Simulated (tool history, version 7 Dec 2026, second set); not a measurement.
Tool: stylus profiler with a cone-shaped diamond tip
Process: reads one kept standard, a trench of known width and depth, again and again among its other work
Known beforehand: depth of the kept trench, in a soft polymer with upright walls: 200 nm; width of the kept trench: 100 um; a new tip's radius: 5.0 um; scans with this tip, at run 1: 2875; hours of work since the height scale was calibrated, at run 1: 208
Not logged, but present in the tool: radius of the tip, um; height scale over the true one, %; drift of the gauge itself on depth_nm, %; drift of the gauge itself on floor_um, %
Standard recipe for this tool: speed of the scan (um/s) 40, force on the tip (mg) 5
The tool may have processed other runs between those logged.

run,hour,speed of the scan (um/s),force on the tip (mg),scans with this tip,hours of work since the height scale was calibrated,depth of the trench (Å),width of the trench's floor (µm)
1,0,40,5,2875,208,2051.9,96.22
2,20.4,40,5,3073,223,2054.5,96.22
3,36.5,118,5,3228,234,2053.7,95.82
4,51,122,5,3369,244,2053.8,95.76
5,65.9,122,5,3513,255,2053.2,95.76
6,76.7,122,5,3618,262,2053.5,95.76
7,87.5,122,5,3723,270,2054.5,95.75
8,97.1,122,5,3815,276,2052.5,95.71
9,113.4,122,5,3973,288,2052.1,95.68
10,126.9,122,5,4104,297,2053.6,95.67
11,136.6,122,5,4198,304,2053.1,95.61
12,155.1,122,5,4378,317,2051.3,95.59
13,176.6,137,5,4585,332,2052.4,95.49
14,194.1,137,5,4755,344,2053.4,95.45
15,207.6,137,5,4886,354,2052.5,95.43
16,226.4,137,5,5068,367,2050.7,95.31
17,248.2,137,5,5280,382,2051.4,95.38
18,265,30,5,5443,394,2051.4,95.73
19,281,39,5,5597,405,2052.2,95.64
20,291.4,40,1.8,5698,413,2023.9,95.53
21,301.6,40,1.8,5797,420,2025.7,95.54
22,315.7,40,1.8,5934,430,2024.3,95.5
23,335.7,90,5,6127,444,2052,95.33
24,346.8,56,5,6235,452,2052.7,95.44
25,356.2,56,5,6326,458,2052.2,95.47
# hour 358.1: height scale calibrated on a step standard
26,371.1,53,6.2,6465,9,2057.9,95.47
27,389.4,53,6.2,6643,22,2058.6,95.4
28,407.7,40,6.88,6820,35,2059.9,95.43
29,424.2,38,5.54,6980,46,2053.6,95.35
30,439.4,38,5.54,7127,57,2051.5,95.44
31,457.8,38,5.54,7305,70,2052.1,95.29
32,476.3,38,5.54,7485,83,2051.3,95.32
# hour 486.2: height scale calibrated on a step standard, once more
33,493.4,153,5.27,7645,5,2058.2,94.87
34,512.2,40,2.27,7827,18,2033.5,95.19
35,527.8,40,2.27,7978,29,2034.7,95.11
36,542.8,138,1.74,8124,40,2027,94.36
37,556.8,88,3.29,8260,50,2041.7,94.86
38,573.5,40,1.69,8421,61,2025.5,95.05
39,584.9,40,1.69,8532,69,2026.8,95
40,606.3,40,1.69,8739,84,2026.1,94.94
41,621.4,40,1.69,8885,95,2025.4,94.92
42,634.9,40,1.69,9017,104,2025.9,94.85
43,644.4,23,2.64,9108,111,2033.5,95.05
44,662.9,23,2.64,9288,124,2035.7,94.97
45,681.2,113,2.2,9465,137,2032.4,94.4
# hour 692.3: new tip fitted, height scale calibrated
46,703,113,2.2,103,7,2034.6,96.42
47,720,113,2.2,268,19,2033.2,96.42

Alternative continuations, all from the tool just after run 47; predict every row:
A,731.6,56,2.22,381,28,?,?
B,731.6,103,5,381,28,?,?
C,731.6,12,4.15,381,28,?,?

run,depth of the trench (Å),width of the trench's floor (µm)
A,2033.5,96.76
B,2058,96.7
C,2049.1,97.04
Take away the tool's hidden state, keep each run's random variation, and the runs would have read:
run,depth of the trench (Å),width of the trench's floor (µm)
A,2033.1,96.87
B,2057.6,96.82
C,2048.6,97.16

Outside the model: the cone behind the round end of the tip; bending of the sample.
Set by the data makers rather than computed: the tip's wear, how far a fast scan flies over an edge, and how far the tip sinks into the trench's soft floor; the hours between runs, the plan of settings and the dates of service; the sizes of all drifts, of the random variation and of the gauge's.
